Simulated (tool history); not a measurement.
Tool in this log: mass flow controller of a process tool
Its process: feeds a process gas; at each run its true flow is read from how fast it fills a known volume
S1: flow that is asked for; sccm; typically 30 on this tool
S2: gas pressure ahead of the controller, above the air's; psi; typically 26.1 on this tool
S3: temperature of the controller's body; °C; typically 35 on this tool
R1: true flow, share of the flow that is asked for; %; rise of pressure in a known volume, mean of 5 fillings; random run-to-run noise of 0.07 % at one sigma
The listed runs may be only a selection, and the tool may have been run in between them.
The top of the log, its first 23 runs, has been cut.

run,hour,S1,S2,S3,R1
24,3501.7,30,26.1,35,99.45
25,3722.1,18,26.1,21,99.44
26,3822.3,12,32.2,30,98.70
27,3920.6,43,23.1,30,100.02
28,4089.1,45,36.5,39,99.25
29,4247.3,45,36.5,39,99.28
30,4412.9,45,36.5,39,99.32
31,4556.0,27,38.0,28,98.77
32,4775.4,49,27.3,29,100.04
33,4977.6,30,29.3,29,99.38
34,5148.3,24,24.4,24,99.78
35,5256.3,8,23.1,36,98.84
36,5427.2,8,23.1,36,98.80
37,5620.2,8,29.4,24,98.86
38,5754.3,20,24.8,27,99.40
39,5875.7,10,35.2,21,98.82
40,6048.1,10,35.2,21,98.78
41,6167.3,5,28.4,21,99.00
42,6306.7,5,28.4,21,98.77
43,6510.3,5,28.4,21,98.83
44,6652.2,15,36.7,35,98.57
45,6808.0,48,30.6,21,100.06
46,6898.6,25,31.9,26,99.24
47,7107.1,25,31.9,26,99.28
48,7225.1,25,31.9,26,99.20

Forecast each of these 4 alternatives for the next run:
A,7419.7,35,23.8,35,?
B,7419.7,16,21.5,36,?
C,7419.7,36,25.2,35,?
D,7419.7,25,20.3,26,?

run,R1
A,99.64
B,99.10
C,99.60
D,99.81
With the hidden condition removed and each run's random variation left untouched, the same runs would have given:
run,R1
A,99.63
B,99.10
C,99.59
D,99.80
